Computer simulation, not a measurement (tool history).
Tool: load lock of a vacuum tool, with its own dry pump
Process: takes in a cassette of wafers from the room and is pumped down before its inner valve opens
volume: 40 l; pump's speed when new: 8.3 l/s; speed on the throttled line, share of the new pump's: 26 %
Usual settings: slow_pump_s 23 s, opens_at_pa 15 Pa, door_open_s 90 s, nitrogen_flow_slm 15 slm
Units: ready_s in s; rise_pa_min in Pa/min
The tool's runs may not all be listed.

run,hour,slow_pump_s,opens_at_pa,door_open_s,nitrogen_flow_slm,"incoming humidity of the room's air, %",ready_s,rise_pa_min
1,0,23,15,90,15,48.6,61.4,0.046
2,173.6,23,15,90,15,45.5,61.8,0.056
3,293.5,23,15,207,15,46,62.2,0.062
4,409.6,23,15,90,15,44.8,62.4,0.054
5,619.5,23,15,90,15,44.7,62.2,0.06
6,808.2,23,15,90,7,45,62,0.068
7,908.9,21,15,90,15,47.6,61.4,0.064
8,1048.9,21,15,90,15,44.1,61.2,0.071
9,1248.1,23,15,90,43,42.6,63.1,0.062
10,1353.1,23,15,90,43,45,62,0.061
11,1508.7,23,15,90,43,42.5,62.3,0.062
12,1626.7,23,15,90,43,41.9,62.7,0.063
13,1797.3,23,19,90,9,45.7,62.1,0.087
14,1973.7,25,21,31,9,46.8,62.2,0.082
15,2185.2,14,15,111,7,44.8,56.5,0.099
16,2397.7,14,15,111,7,41.8,57.6,0.103
17,2588.1,20,15,111,42,44,60.5,0.094
18,2787,40,15,90,15,47.9,75.7,0.116
19,3006.3,40,15,90,15,46.1,76.5,0.117
20,3166.8,15,15,76,15,47.5,58.2,0.122
21,3338.2,23,11,90,6,45.4,65.8,0.143

5 ways to go on from here, each from the tool as it stands after run 21. What would each give?
A,3473.2,15,25,90,15,47.4,?,?
B,3473.2,18,15,90,15,44.4,?,?
C,3473.2,14,17,90,9,44.8,?,?
D,3473.2,23,19,152,22,44.2,?,?
E,3473.2,23,15,90,7,47.2,?,?

run,ready_s,rise_pa_min
A,54.6,0.129
B,60.6,0.134
C,56.8,0.138
D,63,0.136
E,63.4,0.138
Without the tool's hidden state the same runs would have given:
run,ready_s,rise_pa_min
A,50.8,0.029
B,56.5,0.035
C,52.8,0.037
D,59.2,0.035
E,59.5,0.04

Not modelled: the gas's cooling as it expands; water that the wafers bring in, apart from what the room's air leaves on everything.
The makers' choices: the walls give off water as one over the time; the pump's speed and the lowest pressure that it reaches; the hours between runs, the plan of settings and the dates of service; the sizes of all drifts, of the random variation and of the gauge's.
